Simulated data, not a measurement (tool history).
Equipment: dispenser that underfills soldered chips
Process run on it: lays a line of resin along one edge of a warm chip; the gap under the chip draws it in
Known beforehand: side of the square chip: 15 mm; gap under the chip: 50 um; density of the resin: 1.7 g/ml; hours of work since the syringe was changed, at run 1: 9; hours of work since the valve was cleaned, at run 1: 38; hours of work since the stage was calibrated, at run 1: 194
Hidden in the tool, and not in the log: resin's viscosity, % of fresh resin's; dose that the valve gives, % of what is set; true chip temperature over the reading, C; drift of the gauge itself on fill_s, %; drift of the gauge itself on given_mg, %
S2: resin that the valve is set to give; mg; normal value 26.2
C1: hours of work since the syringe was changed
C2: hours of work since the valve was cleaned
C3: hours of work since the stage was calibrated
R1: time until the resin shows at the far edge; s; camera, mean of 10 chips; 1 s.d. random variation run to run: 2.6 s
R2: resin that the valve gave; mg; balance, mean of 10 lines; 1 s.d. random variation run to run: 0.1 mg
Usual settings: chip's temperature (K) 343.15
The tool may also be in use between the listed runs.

Run 1, hour 0.0: usual settings; C1 9; C2 38; C3 194. Result: R1 473.4 s, R2 25.70 mg.
At hour 1.8: new syringe of resin.
Run 2, hour 9.6: usual settings; C1 5; C2 44; C3 200. Result: R1 368.4 s, R2 25.61 mg.
At hour 17.0: new syringe of resin.
Run 3, hour 19.5: usual settings but chip's temperature (K) 350.15; C1 2; C2 51; C3 207. Result: R1 236.1 s, R2 25.50 mg.
Run 4, hour 25.8: usual settings; C1 6; C2 55; C3 211. Result: R1 397.8 s, R2 25.47 mg.
Run 5, hour 30.6: usual settings; C1 9; C2 58; C3 215. Result: R1 472.4 s, R2 25.19 mg.
At hour 32.7: new syringe of resin.
Run 6, hour 39.6: usual settings; C1 5; C2 64; C3 221. Result: R1 361.3 s, R2 25.26 mg.
At hour 47.3: dispensing valve cleaned and set on the balance.
Run 7, hour 48.5: usual settings; C1 10; C2 1; C3 226. Result: R1 507.3 s, R2 26.21 mg.
At hour 49.6: new syringe of resin.
Run 8, hour 53.3: usual settings; C1 3; C2 4; C3 229. Result: R1 308.1 s, R2 26.13 mg.
Run 9, hour 58.6: usual settings but chip's temperature (K) 339.15; C1 6; C2 8; C3 233. Result: R1 442.0 s, R2 25.83 mg.
Run 10, hour 64.5: usual settings but chip's temperature (K) 339.15; C1 10; C2 12; C3 237. Result: R1 569.9 s, R2 25.92 mg.
At hour 65.7: new syringe of resin.
Run 11, hour 71.9: usual settings but chip's temperature (K) 339.15; C1 4; C2 17; C3 242. Result: R1 396.0 s, R2 25.94 mg.
Run 12, hour 80.0: usual settings but chip's temperature (K) 339.15; C1 10; C2 22; C3 247. Result: R1 563.8 s, R2 25.84 mg.
At hour 81.8: new syringe of resin.
Run 13, hour 90.6: usual settings but chip's temperature (K) 339.15; C1 6; C2 29; C3 255. Result: R1 455.9 s, R2 25.71 mg.
Run 14, hour 96.1: usual settings but chip's temperature (K) 339.15; C1 10; C2 33; C3 258. Result: R1 571.2 s, R2 25.71 mg.
At hour 97.6: new syringe of resin.
Run 15, hour 107.0: usual settings but S2 27.6 mg; C1 6; C2 40; C3 266. Result: R1 398.1 s, R2 27.02 mg.
At hour 113.0: new syringe of resin.
Run 16, hour 114.9: usual settings but chip's temperature (K) 330.15, S2 30.7 mg; C1 1; C2 46; C3 271. Result: R1 445.8 s, R2 30.01 mg.
Run 17, hour 120.1: usual settings but chip's temperature (K) 333.15, S2 23.2 mg; C1 5; C2 49; C3 274. Result: R1 532.9 s, R2 22.56 mg.
Run 18, hour 126.3: usual settings but chip's temperature (K) 333.15, S2 22.4 mg; C1 9; C2 53; C3 279. Result: R1 703.9 s, R2 21.81 mg.
At hour 128.4: new syringe of resin.
Run 19, hour 136.4: usual settings but chip's temperature (K) 331.15, S2 31.0 mg; C1 6; C2 60; C3 286. Result: R1 548.7 s, R2 30.07 mg.

What does the tool deliver on the next run?
At hour 143.9: new syringe of resin.
Run 20, hour 144.7: usual settings but chip's temperature (K) 331.15, S2 31.0 mg; C1 1; C2 66; C3 291. Result: R1 ?, R2 ?.

Logged for run 20: R1 403.2 s, R2 29.93 mg.
Had the tool carried no hidden state, the very same run would have given R1 365.3 s, R2 31.05 mg.

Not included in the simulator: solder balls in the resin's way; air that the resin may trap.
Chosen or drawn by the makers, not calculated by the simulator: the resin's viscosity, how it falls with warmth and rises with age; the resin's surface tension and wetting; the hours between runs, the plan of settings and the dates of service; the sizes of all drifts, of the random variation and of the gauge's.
